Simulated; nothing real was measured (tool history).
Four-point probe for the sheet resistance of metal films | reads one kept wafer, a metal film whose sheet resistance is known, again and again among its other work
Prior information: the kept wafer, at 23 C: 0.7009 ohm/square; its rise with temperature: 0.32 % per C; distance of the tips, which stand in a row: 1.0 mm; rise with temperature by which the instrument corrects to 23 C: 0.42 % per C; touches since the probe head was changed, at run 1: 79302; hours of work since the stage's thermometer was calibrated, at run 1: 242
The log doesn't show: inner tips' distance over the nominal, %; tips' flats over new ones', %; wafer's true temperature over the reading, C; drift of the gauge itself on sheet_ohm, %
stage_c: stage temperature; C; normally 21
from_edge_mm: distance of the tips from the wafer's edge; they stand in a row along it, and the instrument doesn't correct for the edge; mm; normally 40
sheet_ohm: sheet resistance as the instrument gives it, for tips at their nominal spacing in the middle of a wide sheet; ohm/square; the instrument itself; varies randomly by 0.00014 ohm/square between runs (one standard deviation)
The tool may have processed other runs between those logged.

| run | hour | stage_c | from_edge_mm | touches since the probe head was changed | hours of work since the stage's thermometer was calibrated | sheet_ohm |
|---|---|---|---|---|---|---|
| 1 | 0.0 | 21 | 40 | 79302 | 242 | 0.708685 |
| 2 | 6.6 | 21 | 40 | 79503 | 246 | 0.709085 |
| 3 | 13.3 | 21 | 40 | 79705 | 249 | 0.708810 |
| 4 | 22.2 | 21 | 40 | 79975 | 254 | 0.708917 |
| 5 | 33.5 | 27 | 40 | 80319 | 260 | 0.705113 |
|  | 45.5 | new probe head fitted |
| 6 | 48.1 | 27 | 40 | 80 | 267 | 0.701459 |
| 7 | 63.0 | 27 | 40 | 530 | 275 | 0.701396 |
| 8 | 75.5 | 21 | 50 | 911 | 282 | 0.705429 |
| 9 | 83.6 | 21 | 50 | 1155 | 286 | 0.705325 |
| 10 | 95.6 | 21 | 50 | 1520 | 293 | 0.705559 |
| 11 | 104.2 | 21 | 50 | 1782 | 298 | 0.705509 |
| 12 | 116.2 | 21 | 50 | 2144 | 304 | 0.705686 |
| 13 | 127.3 | 21 | 67 | 2481 | 310 | 0.705550 |
| 14 | 140.9 | 21 | 67 | 2895 | 317 | 0.705501 |
| 15 | 149.7 | 21 | 67 | 3160 | 322 | 0.705581 |
| 16 | 162.8 | 21 | 28 | 3557 | 329 | 0.705994 |
| 17 | 173.0 | 19 | 40 | 3869 | 334 | 0.706978 |
| 18 | 180.8 | 19 | 40 | 4104 | 339 | 0.707425 |
| 19 | 193.8 | 19 | 40 | 4499 | 346 | 0.707181 |
| 20 | 209.1 | 21 | 40 | 4961 | 354 | 0.705604 |
| 21 | 218.6 | 24 | 40 | 5252 | 359 | 0.703695 |
| 22 | 230.6 | 33 | 12 | 5614 | 365 | 0.700179 |
| 23 | 237.8 | 30 | 42 | 5833 | 369 | 0.699660 |
| 24 | 245.9 | 19 | 32 | 6078 | 373 | 0.707349 |
| 25 | 253.7 | 19 | 49 | 6315 | 378 | 0.707244 |
| 26 | 267.2 | 19 | 49 | 6725 | 385 | 0.707101 |
| 27 | 277.5 | 33 | 52 | 7037 | 390 | 0.697711 |
| 28 | 283.8 | 33 | 52 | 7228 | 394 | 0.697847 |
| 29 | 295.4 | 33 | 52 | 7580 | 400 | 0.698103 |
| 30 | 303.2 | 33 | 52 | 7816 | 404 | 0.697974 |
| 31 | 318.4 | 33 | 52 | 8278 | 412 | 0.698087 |
| 32 | 333.4 | 26 | 9 | 8734 | 420 | 0.707107 |
| 33 | 346.7 | 26 | 9 | 9134 | 427 | 0.707153 |
| 34 | 353.9 | 26 | 9 | 9354 | 431 | 0.707207 |
| 35 | 364.6 | 26 | 9 | 9678 | 437 | 0.706961 |
| 36 | 374.9 | 31 | 28 | 9990 | 443 | 0.699703 |
| 37 | 383.3 | 31 | 28 | 10246 | 447 | 0.699783 |
| 38 | 396.9 | 22 | 37 | 10657 | 454 | 0.705295 |
| 39 | 404.6 | 22 | 37 | 10891 | 458 | 0.705502 |
| 40 | 417.4 | 25 | 40 | 11280 | 465 | 0.703513 |
| 41 | 429.1 | 27 | 20 | 11636 | 472 | 0.702985 |
| 42 | 435.6 | 29 | 8 | 11832 | 475 | 0.706495 |

For each entry between runs, how does the tool's hidden state at the last listed run before it compare with that at the first listed run after it?
Between runs 5 and 6: new probe head fitted (hour 45.5)
  inner tips' distance over the nominal, %: 0.875 -> 0.404; tips' flats over new ones', %: 148 -> 0
  measured value less the no-hidden-state value, sheet_ohm: +0.006500 -> +0.002930 ohm/square
